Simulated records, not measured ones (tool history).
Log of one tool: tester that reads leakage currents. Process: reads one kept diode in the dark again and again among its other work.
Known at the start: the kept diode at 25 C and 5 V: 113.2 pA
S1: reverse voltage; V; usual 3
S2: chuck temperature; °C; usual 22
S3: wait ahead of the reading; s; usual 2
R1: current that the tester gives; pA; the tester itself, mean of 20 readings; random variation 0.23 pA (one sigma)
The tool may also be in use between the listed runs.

run 1 day=0 | S1=3 S2=22 S3=2 | R1=66.46
-- day=2.433 chuck's temperature calibrated
run 2 day=3.688 | S1=3 S2=22 S3=2 | R1=79.24
run 3 day=9.092 | S1=3 S2=22 S3=2 | R1=79.06
run 4 day=15.808 | S1=3 S2=22 S3=2 | R1=78.23
run 5 day=20.992 | S1=3 S2=22 S3=2 | R1=78.28
run 6 day=24.042 | S1=3 S2=22 S3=2 | R1=77.74
-- day=25.904 tester calibrated
run 7 day=29.742 | S1=3 S2=22 S3=2 | R1=74.76
run 8 day=36.804 | S1=3 S2=22 S3=2 | R1=74.42
run 9 day=43.025 | S1=3 S2=22 S3=2 | R1=73.83
run 10 day=47.729 | S1=2.56 S2=33 S3=2 | R1=155.47
run 11 day=50.788 | S1=17.36 S2=33 S3=0.39 | R1=325.13

The next listed run, before its measurement:
run 12 day=57.204 | S1=17.36 S2=33 S3=0.39 | R1=?

{"run 12": {"R1": 324.49}}
Without the tool's hidden state the same run would have given R1 327.9 pA.
